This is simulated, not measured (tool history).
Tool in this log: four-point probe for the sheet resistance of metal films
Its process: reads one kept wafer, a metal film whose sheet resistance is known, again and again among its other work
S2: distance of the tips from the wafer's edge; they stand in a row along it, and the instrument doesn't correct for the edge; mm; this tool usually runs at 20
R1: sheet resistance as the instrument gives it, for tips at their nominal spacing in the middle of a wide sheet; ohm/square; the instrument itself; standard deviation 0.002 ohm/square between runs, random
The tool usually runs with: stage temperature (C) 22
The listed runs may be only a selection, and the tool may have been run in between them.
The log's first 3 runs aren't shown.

run 4 hour=124 | stage_temperature_(C)=25 S2=20 | R1=10.116521
run 5 hour=180 | stage_temperature_(C)=25 S2=20 | R1=10.113391
run 6 hour=212.5 | stage_temperature_(C)=25 S2=20 | R1=10.117045
run 7 hour=264.6 | stage_temperature_(C)=22 S2=20 | R1=10.131277
run 8 hour=336.3 | stage_temperature_(C)=22 S2=20 | R1=10.131212
run 9 hour=377.7 | stage_temperature_(C)=22 S2=20 | R1=10.132816
run 10 hour=414.6 | stage_temperature_(C)=22 S2=20 | R1=10.130385
run 11 hour=464.1 | stage_temperature_(C)=22 S2=20 | R1=10.132616
run 12 hour=505.4 | stage_temperature_(C)=22 S2=20 | R1=10.135781
-- hour=511.5 stage's thermometer calibrated
run 13 hour=574.9 | stage_temperature_(C)=22 S2=20 | R1=10.137339
run 14 hour=637.5 | stage_temperature_(C)=33 S2=20 | R1=10.083014
run 15 hour=698.4 | stage_temperature_(C)=33 S2=20 | R1=10.080176
run 16 hour=772.8 | stage_temperature_(C)=22 S2=20 | R1=10.136864
-- hour=791.3 stage's thermometer calibrated, once more
run 17 hour=841.8 | stage_temperature_(C)=22 S2=20 | R1=10.1353
run 18 hour=887.5 | stage_temperature_(C)=22 S2=23 | R1=10.131391
run 19 hour=949 | stage_temperature_(C)=22 S2=20 | R1=10.133179
run 20 hour=999.3 | stage_temperature_(C)=22 S2=20 | R1=10.13343
run 21 hour=1061.1 | stage_temperature_(C)=22 S2=20 | R1=10.134213
run 22 hour=1108.3 | stage_temperature_(C)=22 S2=20 | R1=10.13736
run 23 hour=1154.3 | stage_temperature_(C)=22 S2=20 | R1=10.136675
run 24 hour=1223.2 | stage_temperature_(C)=22 S2=20 | R1=10.133853
run 25 hour=1264.1 | stage_temperature_(C)=22 S2=20 | R1=10.136584
run 26 hour=1299 | stage_temperature_(C)=21 S2=4 | R1=10.457089

For run 27, what comes out?
run 27 hour=1363.8 | stage_temperature_(C)=27 S2=11 | R1=?

R1: 10.142143 ohm/square
The same run, on a tool lacking any hidden state, would have yielded R1 10.122918 ohm/square.

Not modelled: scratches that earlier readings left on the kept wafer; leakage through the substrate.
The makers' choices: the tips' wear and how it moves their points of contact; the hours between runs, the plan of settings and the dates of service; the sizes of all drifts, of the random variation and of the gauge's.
